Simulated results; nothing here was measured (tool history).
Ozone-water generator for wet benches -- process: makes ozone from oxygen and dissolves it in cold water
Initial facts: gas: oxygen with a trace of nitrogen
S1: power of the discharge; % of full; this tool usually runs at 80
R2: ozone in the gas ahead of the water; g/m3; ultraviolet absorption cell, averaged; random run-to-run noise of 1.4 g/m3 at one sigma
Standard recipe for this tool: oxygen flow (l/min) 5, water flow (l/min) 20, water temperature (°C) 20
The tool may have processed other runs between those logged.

Run 1, hour 0: usual settings. Result: dissolved ozone (ppm) 31, R2 263.3 g/m3.
Run 2, hour 106.1: usual settings. Result: dissolved ozone (ppm) 31.1, R2 262.7 g/m3.
Run 3, hour 234.2: usual settings. Result: dissolved ozone (ppm) 30.6, R2 261.2 g/m3.
Run 4, hour 352: usual settings but water flow (l/min) 23. Result: dissolved ozone (ppm) 27.8, R2 263.2 g/m3.
Run 5, hour 465.5: usual settings. Result: dissolved ozone (ppm) 30.4, R2 262.4 g/m3.
Run 6, hour 656.1: usual settings but oxygen flow (l/min) 2.89. Result: dissolved ozone (ppm) 27.3, R2 326.6 g/m3.
Run 7, hour 792.5: usual settings but oxygen flow (l/min) 2.89. Result: dissolved ozone (ppm) 27.5, R2 326.5 g/m3.
Run 8, hour 963.4: usual settings but oxygen flow (l/min) 2.89. Result: dissolved ozone (ppm) 27.2, R2 324.9 g/m3.
Run 9, hour 1158: usual settings but oxygen flow (l/min) 2.89. Result: dissolved ozone (ppm) 27.7, R2 326 g/m3.
Run 10, hour 1383.3: usual settings but oxygen flow (l/min) 2.89. Result: dissolved ozone (ppm) 27.5, R2 326.1 g/m3.
Run 11, hour 1480.6: usual settings but oxygen flow (l/min) 2.89. Result: dissolved ozone (ppm) 27.7, R2 326.3 g/m3.
Run 12, hour 1684.4: usual settings but oxygen flow (l/min) 2.89. Result: dissolved ozone (ppm) 27.5, R2 325.8 g/m3.
Run 13, hour 1875.1: usual settings but oxygen flow (l/min) 2.89. Result: dissolved ozone (ppm) 27.6, R2 327.8 g/m3.
Run 14, hour 2037.8: usual settings but oxygen flow (l/min) 2.89. Result: dissolved ozone (ppm) 27.5, R2 327.4 g/m3.
Run 15, hour 2205.1: usual settings but oxygen flow (l/min) 2.89. Result: dissolved ozone (ppm) 27.5, R2 324.9 g/m3.
At hour 2316.5: water thermometer calibrated.
Run 16, hour 2370.9: usual settings but oxygen flow (l/min) 2.89. Result: dissolved ozone (ppm) 27.2, R2 327.9 g/m3.
Run 17, hour 2569.9: usual settings but oxygen flow (l/min) 2.89. Result: dissolved ozone (ppm) 27.6, R2 327.7 g/m3.
Run 18, hour 2674.1: usual settings but S1 42 % of full, oxygen flow (l/min) 6.16, water temperature (°C) 22. Result: dissolved ozone (ppm) 18.1, R2 141.8 g/m3.
Run 19, hour 2883.7: usual settings but S1 54 % of full, oxygen flow (l/min) 5.65, water flow (l/min) 25, water temperature (°C) 26. Result: dissolved ozone (ppm) 17.7, R2 181.3 g/m3.
Run 20, hour 2996.9: usual settings but S1 54 % of full, oxygen flow (l/min) 5.65, water flow (l/min) 25, water temperature (°C) 26. Result: dissolved ozone (ppm) 17.9, R2 180.4 g/m3.
Run 21, hour 3150.8: usual settings but S1 54 % of full, oxygen flow (l/min) 5.65, water flow (l/min) 25, water temperature (°C) 26. Result: dissolved ozone (ppm) 17.7, R2 179.9 g/m3.
Run 22, hour 3322.5: usual settings but S1 95 % of full, oxygen flow (l/min) 3.15, water flow (l/min) 25, water temperature (°C) 15. Result: dissolved ozone (ppm) 28.2, R2 364.7 g/m3.
Run 23, hour 3432.8: usual settings but S1 55 % of full, oxygen flow (l/min) 4.29, water flow (l/min) 19, water temperature (°C) 26. Result: dissolved ozone (ppm) 21.1, R2 204.3 g/m3.
Run 24, hour 3636.9: usual settings but S1 55 % of full, oxygen flow (l/min) 4.24, water flow (l/min) 17, water temperature (°C) 18. Result: dissolved ozone (ppm) 25.6, R2 205.4 g/m3.
Run 25, hour 3759.7: usual settings but S1 55 % of full, oxygen flow (l/min) 7.16, water flow (l/min) 17, water temperature (°C) 13. Result: dissolved ozone (ppm) 29.2, R2 165.5 g/m3.
Run 26, hour 3912.9: usual settings but S1 55 % of full, oxygen flow (l/min) 7.16, water flow (l/min) 17, water temperature (°C) 13. Result: dissolved ozone (ppm) 29.4, R2 167.8 g/m3.
Run 27, hour 4057.7: usual settings but S1 40 % of full, oxygen flow (l/min) 6.58, water flow (l/min) 17, water temperature (°C) 14. Result: dissolved ozone (ppm) 22.5, R2 133.6 g/m3.
Run 28, hour 4197.2: usual settings but S1 42 % of full, oxygen flow (l/min) 4.49, water flow (l/min) 25, water temperature (°C) 16. Result: dissolved ozone (ppm) 15.8, R2 160.8 g/m3.
Run 29, hour 4352: usual settings but S1 96 % of full, oxygen flow (l/min) 2.54, water flow (l/min) 23. Result: dissolved ozone (ppm) 26.9, R2 400.1 g/m3.
Run 30, hour 4544: usual settings but water flow (l/min) 31. Result: dissolved ozone (ppm) 21.6, R2 260.9 g/m3.
Run 31, hour 4720.9: usual settings but water flow (l/min) 31. Result: dissolved ozone (ppm) 21.9, R2 261.7 g/m3.

Estimate the outcome of run 32 from the log above:
Run 32, hour 4815.2: usual settings but S1 96 % of full, oxygen flow (l/min) 6.08, water flow (l/min) 29. Result: dissolved ozone (ppm) ?, R2 ?.

Run 32 came out at dissolved ozone (ppm) 27.7, R2 280.9 g/m3.
On a tool with no hidden condition, and with the same random variation, this run would have come out at dissolved ozone (ppm) 27.7, R2 281.3 g/m3.
